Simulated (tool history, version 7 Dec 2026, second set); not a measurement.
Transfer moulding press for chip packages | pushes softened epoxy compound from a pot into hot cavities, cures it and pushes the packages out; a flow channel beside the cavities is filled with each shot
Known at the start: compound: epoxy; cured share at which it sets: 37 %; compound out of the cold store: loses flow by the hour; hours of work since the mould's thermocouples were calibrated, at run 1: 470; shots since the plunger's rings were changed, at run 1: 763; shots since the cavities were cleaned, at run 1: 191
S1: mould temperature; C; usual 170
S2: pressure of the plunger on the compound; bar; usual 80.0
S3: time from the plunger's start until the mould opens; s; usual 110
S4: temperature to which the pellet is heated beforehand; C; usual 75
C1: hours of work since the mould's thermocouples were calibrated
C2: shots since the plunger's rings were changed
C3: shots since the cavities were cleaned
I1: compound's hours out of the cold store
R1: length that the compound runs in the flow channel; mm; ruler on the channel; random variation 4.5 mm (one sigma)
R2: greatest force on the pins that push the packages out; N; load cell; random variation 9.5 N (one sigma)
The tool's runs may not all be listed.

run 1 day=0.000 | S1=170 S2=80.0 S3=110 S4=75 | C1=470 C2=763 C3=191 | I1=10.0 | R1=565 R2=432
run 2 day=0.312 | S1=170 S2=80.0 S3=110 S4=75 | C1=476 C2=861 C3=289 | I1=19.3 | R1=558 R2=445
run 3 day=0.725 | S1=162 S2=80.0 S3=110 S4=75 | C1=484 C2=992 C3=420 | I1=20.7 | R1=570 R2=697
run 4 day=1.217 | S1=162 S2=80.0 S3=110 S4=75 | C1=494 C2=1147 C3=575 | I1=15.8 | R1=587 R2=725
run 5 day=1.883 | S1=162 S2=80.0 S3=110 S4=75 | C1=506 C2=1358 C3=786 | I1=14.5 | R1=586 R2=709
run 6 day=2.471 | S1=162 S2=80.0 S3=110 S4=75 | C1=517 C2=1543 C3=971 | I1=38.9 | R1=552 R2=680
-- day=3.108 cavities cleaned with cleaning compound and waxed
run 7 day=3.192 | S1=162 S2=80.0 S3=110 S4=75 | C1=530 C2=1751 C3=27 | I1=45.3 | R1=542 R2=643
run 8 day=3.825 | S1=170 S2=80.0 S3=110 S4=75 | C1=542 C2=1950 C3=226 | I1=14.0 | R1=560 R2=429
run 9 day=4.146 | S1=170 S2=80.0 S3=110 S4=75 | C1=548 C2=2052 C3=328 | I1=13.5 | R1=553 R2=441
run 10 day=4.500 | S1=173 S2=86.4 S3=93 S4=80 | C1=554 C2=2164 C3=440 | I1=10.3 | R1=583 R2=485
run 11 day=4.962 | S1=170 S2=72.2 S3=121 S4=75 | C1=563 C2=2310 C3=586 | I1=45.1 | R1=491 R2=406
run 12 day=5.454 | S1=170 S2=72.2 S3=121 S4=75 | C1=573 C2=2465 C3=741 | I1=31.4 | R1=515 R2=419
run 13 day=5.767 | S1=165 S2=97.8 S3=110 S4=75 | C1=578 C2=2563 C3=839 | I1=29.5 | R1=617 R2=553
run 14 day=6.192 | S1=162 S2=71.1 S3=127 S4=75 | C1=586 C2=2698 C3=974 | I1=11.9 | R1=554 R2=539
run 15 day=6.554 | S1=162 S2=71.1 S3=127 S4=75 | C1=593 C2=2812 C3=1088 | I1=34.4 | R1=518 R2=527
-- day=6.796 cavities cleaned with cleaning compound and waxed
run 16 day=7.317 | S1=170 S2=80.0 S3=106 S4=75 | C1=607 C2=3033 C3=165 | I1=10.5 | R1=562 R2=439
run 17 day=7.821 | S1=170 S2=80.0 S3=106 S4=75 | C1=616 C2=3192 C3=324 | I1=18.9 | R1=553 R2=463

Forecast each of these 4 alternatives for the next run:
run A day=8.517 | S1=174 S2=66.0 S3=106 S4=82 | C1=629 C2=3412 C3=544 | I1=41.5 | R1=? R2=?
run B day=8.517 | S1=166 S2=82.3 S3=110 S4=73 | C1=629 C2=3412 C3=544 | I1=32.4 | R1=? R2=?
run C day=8.517 | S1=178 S2=71.2 S3=110 S4=80 | C1=629 C2=3412 C3=544 | I1=12.6 | R1=? R2=?
run D day=8.517 | S1=172 S2=80.0 S3=108 S4=82 | C1=629 C2=3412 C3=544 | I1=30.6 | R1=? R2=?

run=A R1=466 R2=397
run=B R1=551 R2=515
run=C R1=515 R2=388
run=D R1=531 R2=402
Without the tool's hidden state the same runs would have given:
run=A R1=466 R2=392
run=B R1=552 R2=510
run=C R1=516 R2=384
run=D R1=532 R2=398

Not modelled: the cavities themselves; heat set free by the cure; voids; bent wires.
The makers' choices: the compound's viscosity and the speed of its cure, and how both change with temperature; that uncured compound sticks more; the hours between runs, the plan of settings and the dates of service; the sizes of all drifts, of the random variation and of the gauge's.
